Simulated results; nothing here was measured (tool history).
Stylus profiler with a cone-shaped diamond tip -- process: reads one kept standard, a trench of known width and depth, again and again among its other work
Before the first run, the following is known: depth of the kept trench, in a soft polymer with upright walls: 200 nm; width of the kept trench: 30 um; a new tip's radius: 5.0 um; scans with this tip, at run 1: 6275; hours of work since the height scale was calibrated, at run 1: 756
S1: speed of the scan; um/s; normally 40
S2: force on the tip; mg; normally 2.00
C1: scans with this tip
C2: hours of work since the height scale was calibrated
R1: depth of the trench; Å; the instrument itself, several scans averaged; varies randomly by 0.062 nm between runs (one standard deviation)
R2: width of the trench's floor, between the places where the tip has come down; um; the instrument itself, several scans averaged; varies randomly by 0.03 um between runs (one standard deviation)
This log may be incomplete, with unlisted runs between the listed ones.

run   hour   S1    S2     C1    C2      R1     R2
  1    0.0   40  2.00   6275   756  2008.4  25.67
  2   22.1   40  2.00   6388   770  2008.1  25.60
  3   42.0   40  0.79   6490   782  2002.3  25.45
  4   65.2   40  0.79   6610   797  2000.8  25.44
  5   93.1   75  2.00   6753   814  2008.5  25.32
  6  132.4   75  1.79   6955   838  2006.2  25.28
  7  151.7   75  1.79   7054   850  2006.7  25.27
  8  171.7   40  2.00   7157   863  2007.1  25.49
  9  194.0   40  2.00   7272   876  2008.0  25.45
 10  232.0   40  2.00   7467   900  2007.5  25.42
 11  257.6   40  2.00   7599   916  2006.8  25.43
 12  281.6   40  2.00   7722   931  2006.7  25.37
 13  311.5   40  2.00   7876   949  2006.0  25.35
 14  336.1   57  2.00   8002   964  2007.5  25.24
 15  375.3   40  2.00   8204   989  2006.5  25.33
 16  404.6   40  3.82   8354  1007  2012.6  25.27
 17  424.3   40  3.82   8456  1019  2013.0  25.26
 18  459.1   50  2.10   8634  1041  2006.7  25.19
 19  487.3   50  2.10   8779  1058  2006.6  25.15
 20  508.4   50  2.10   8888  1071  2006.6  25.10
 21  532.4   12  2.20   9011  1086  2006.2  25.32
 22  561.3   25  0.92   9159  1104  2000.9  25.12
 23  582.5   43  4.30   9269  1117  2015.0  25.13
 24  609.5   48  1.84   9407  1134  2004.5  25.01
 25  644.5  142  3.12   9587  1155  2009.7  24.68
 26  676.6  142  3.12   9752  1175  2009.6  24.61
 27  701.6   26  5.26   9880  1191  2015.4  25.19
 28  726.1   26  5.26  10007  1206  2016.9  25.15
 29  757.3   26  5.26  10167  1225  2016.4  25.05
 30  775.4   18  1.75  10260  1236  2005.5  25.07

Forecast each of these 5 alternatives for the next run:
  A  811.5  15  1.50  10445  1259   ?   ?
  B  811.5  18  0.80  10445  1259   ?   ?
  C  811.5  26  0.75  10445  1259   ?   ?
  D  811.5  40  2.93  10445  1259   ?   ?
  E  811.5  25  4.14  10445  1259   ?   ?

run      R1     R2
  A  2003.4  25.09
  B  1999.5  24.98
  C  1998.9  24.95
  D  2007.9  24.95
  E  2011.8  25.02
Without the tool's unlogged condition, the same runs would have read:
run      R1     R2
  A  2010.9  27.15
  B  2007.0  27.03
  C  2006.3  27.01
  D  2015.4  27.00
  E  2019.3  27.08
